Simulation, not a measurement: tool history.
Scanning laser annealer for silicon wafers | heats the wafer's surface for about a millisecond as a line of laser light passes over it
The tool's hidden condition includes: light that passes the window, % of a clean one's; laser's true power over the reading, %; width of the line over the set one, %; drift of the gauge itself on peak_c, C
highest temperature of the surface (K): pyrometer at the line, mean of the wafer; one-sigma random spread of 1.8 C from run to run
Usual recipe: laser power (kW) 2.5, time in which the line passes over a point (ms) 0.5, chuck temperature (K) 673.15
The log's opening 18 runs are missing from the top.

run	hour	laser power (kW)	time in which the line passes over a point (ms)	chuck temperature (K)	hours of work since the window was cleaned	hours of work since the power meter was calibrated	hours of work since the optics were aligned	highest temperature of the surface (K)
19	132.5	2.391	0.5	673.15	197	355	140	1369.15
20	139.1	2.5	0.5	636.15	202	360	145	1363.15
# hour 141.8: window over the wafer cleaned
21	150.5	2.5	0.5	636.15	7	367	152	1364.15
22	157	2.284	0.5	654.15	12	372	157	1315.15
23	166.2	2.284	0.5	654.15	19	379	164	1317.15
# hour 172.6: window over the wafer cleaned, once more
24	172.6	2.5	0.5	665.15	0	382	167	1399.15
25	178.1	2.748	0.418	649.15	4	387	172	1385.15
26	183.9	2.5	0.5	666.15	9	391	176	1402.15
27	193	2.385	0.5	666.15	16	398	183	1362.15
28	199.2	2.521	0.5	673.15	20	403	188	1412.15
29	206.1	2.48	0.42	675.15	26	408	193	1333.15
30	213.6	2.5	0.62	656.15	31	414	199	1482.15
31	222.1	2.144	0.379	656.15	38	420	205	1187.15
32	229.9	2.654	0.572	656.15	44	426	211	1496.15
33	238.5	2.152	0.394	663.15	50	433	218	1211.15
34	246.3	2.654	0.594	707.15	56	439	224	1566.15
35	250.6	2.5	0.449	681.15	60	442	227	1369.15
36	259.9	2.5	0.386	686.15	67	449	234	1318.15
37	266.4	2.366	0.399	673.15	72	454	239	1281.15
38	274.6	2.366	0.399	673.15	78	460	245	1281.15
39	279	2.366	0.399	673.15	81	464	249	1279.15
40	283.1	2.235	0.479	644.15	84	467	252	1275.15
41	292.7	2.235	0.479	644.15	92	474	259	1276.15

3 ways to go on from here, each from the tool as it stands after run 41. What would each give?
A	296.9	2.5	0.5	670.15	95	477	262	?
B	296.9	2.235	0.593	644.15	95	477	262	?
C	296.9	2.363	0.355	704.15	95	477	262	?

run	highest temperature of the surface (K)
A	1399.15
B	1358.15
C	1269.15
With no hidden state in the tool, these same runs would have given:
run	highest temperature of the surface (K)
A	1403.15
B	1362.15
C	1272.15
